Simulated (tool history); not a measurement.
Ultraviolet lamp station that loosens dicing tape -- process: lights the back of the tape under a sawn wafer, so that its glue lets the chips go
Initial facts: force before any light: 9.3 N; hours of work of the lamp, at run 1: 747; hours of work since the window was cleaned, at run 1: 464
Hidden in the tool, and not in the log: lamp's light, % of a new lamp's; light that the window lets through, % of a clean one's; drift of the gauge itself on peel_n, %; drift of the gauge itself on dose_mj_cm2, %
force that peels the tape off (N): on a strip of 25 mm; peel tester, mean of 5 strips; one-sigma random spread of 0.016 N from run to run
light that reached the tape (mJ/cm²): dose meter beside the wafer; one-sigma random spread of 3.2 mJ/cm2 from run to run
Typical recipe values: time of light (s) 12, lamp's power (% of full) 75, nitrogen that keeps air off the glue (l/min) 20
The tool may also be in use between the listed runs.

| run | hour | time of light (s) | lamp's power (% of full) | nitrogen that keeps air off the glue (l/min) | hours of work of the lamp | hours of work since the window was cleaned | force that peels the tape off (N) | light that reached the tape (mJ/cm²) |
|---|---|---|---|---|---|---|---|---|
| 1 | 0 | 12 | 75 | 20 | 747 | 464 | 1.136 | 415 |
| 2 | 20.1 | 12 | 75 | 20 | 761 | 478 | 1.122 | 418 |
| 3 | 39.1 | 12 | 75 | 20 | 774 | 491 | 1.139 | 411 |
| 4 | 65.3 | 14 | 75 | 20 | 793 | 510 | 0.885 | 473 |
| 5 | 94.5 | 12 | 91 | 20 | 813 | 531 | 0.788 | 495 |
| 6 | 117 | 12 | 91 | 20 | 829 | 546 | 0.815 | 494 |
| 7 | 137.8 | 12 | 91 | 20 | 844 | 561 | 0.801 | 488 |
| 8 | 152.5 | 12 | 91 | 20 | 854 | 572 | 0.802 | 483 |
| 9 | 180.9 | 12 | 75 | 20 | 875 | 592 | 1.209 | 394 |
|  | 194.7 | window cleaned of glue's vapour |
| 10 | 200.8 | 12 | 75 | 20 | 888 | 4 | 1.085 | 427 |
| 11 | 218.9 | 12 | 75 | 20 | 901 | 17 | 1.047 | 423 |
| 12 | 235.7 | 12 | 75 | 20 | 913 | 29 | 1.063 | 426 |
| 13 | 254.7 | 12 | 75 | 38 | 926 | 42 | 0.671 | 416 |
| 14 | 281.3 | 12 | 75 | 38 | 945 | 61 | 0.662 | 417 |
| 15 | 308.7 | 12 | 75 | 38 | 965 | 81 | 0.674 | 416 |
| 16 | 324.3 | 12 | 75 | 38 | 976 | 92 | 0.685 | 414 |
| 17 | 352.8 | 12 | 75 | 38 | 996 | 112 | 0.698 | 408 |
| 18 | 378.2 | 12 | 75 | 38 | 1014 | 130 | 0.712 | 410 |
| 19 | 393.9 | 12 | 75 | 20 | 1025 | 141 | 1.102 | 406 |
| 20 | 423.2 | 12 | 86 | 20 | 1046 | 162 | 0.902 | 461 |
| 21 | 452.7 | 12 | 75 | 7 | 1066 | 182 | 2.451 | 399 |
| 22 | 469.1 | 12 | 75 | 30 | 1078 | 194 | 0.858 | 399 |
| 23 | 497.4 | 17 | 84 | 39 | 1098 | 214 | 0.296 | 630 |
| 24 | 516.2 | 6 | 96 | 36 | 1111 | 227 | 1.774 | 255 |
| 25 | 533.1 | 12 | 96 | 17 | 1123 | 239 | 0.867 | 507 |
| 26 | 562.2 | 10 | 73 | 8 | 1144 | 260 | 3.054 | 319 |
| 27 | 578.3 | 10 | 73 | 8 | 1155 | 271 | 3.035 | 314 |
| 28 | 601 | 10 | 62 | 38 | 1171 | 287 | 1.532 | 267 |
| 29 | 628 | 24 | 75 | 26 | 1190 | 306 | 0.276 | 773 |
| 30 | 641 | 24 | 75 | 26 | 1200 | 316 | 0.263 | 779 |
| 31 | 658.1 | 24 | 62 | 26 | 1212 | 328 | 0.369 | 636 |
| 32 | 680.3 | 24 | 62 | 26 | 1227 | 343 | 0.385 | 636 |
| 33 | 697.5 | 7 | 87 | 26 | 1240 | 356 | 2.083 | 258 |
| 34 | 711.8 | 7 | 87 | 26 | 1250 | 366 | 2.082 | 260 |
| 35 | 729.5 | 11 | 75 | 20 | 1262 | 378 | 1.524 | 344 |
| 36 | 750.4 | 11 | 75 | 20 | 1277 | 393 | 1.572 | 347 |
| 37 | 768.3 | 20 | 96 | 11 | 1290 | 406 | 0.489 | 799 |
| 38 | 790.8 | 21 | 87 | 15 | 1305 | 422 | 0.43 | 763 |
| 39 | 808.6 | 16 | 76 | 20 | 1318 | 434 | 0.796 | 502 |
| 40 | 834.7 | 6 | 88 | 20 | 1337 | 453 | 2.907 | 219 |
| 41 | 855.2 | 8 | 75 | 10 | 1351 | 467 | 3.599 | 248 |
| 42 | 869.8 | 8 | 75 | 10 | 1361 | 477 | 3.668 | 248 |
| 43 | 885.5 | 8 | 75 | 21 | 1372 | 489 | 2.526 | 243 |
| 44 | 915.4 | 11 | 75 | 11 | 1394 | 510 | 2.381 | 336 |

Here are 3 independent what-if runs from the current tool condition. What would each one return?
| A | 941.4 | 11 | 87 | 11 | 1412 | 528 | ? | ? |
| B | 941.4 | 15 | 75 | 7 | 1412 | 528 | ? | ? |
| C | 941.4 | 12 | 64 | 20 | 1412 | 528 | ? | ? |

| run | force that peels the tape off (N) | light that reached the tape (mJ/cm²) |
|---|---|---|
| A | 1.967 | 386 |
| B | 2.058 | 451 |
| C | 1.856 | 308 |
With no hidden state in the tool, these same runs would have given:
| run | force that peels the tape off (N) | light that reached the tape (mJ/cm²) |
|---|---|---|
| A | 1.153 | 531 |
| B | 1.228 | 620 |
| C | 1.068 | 424 |

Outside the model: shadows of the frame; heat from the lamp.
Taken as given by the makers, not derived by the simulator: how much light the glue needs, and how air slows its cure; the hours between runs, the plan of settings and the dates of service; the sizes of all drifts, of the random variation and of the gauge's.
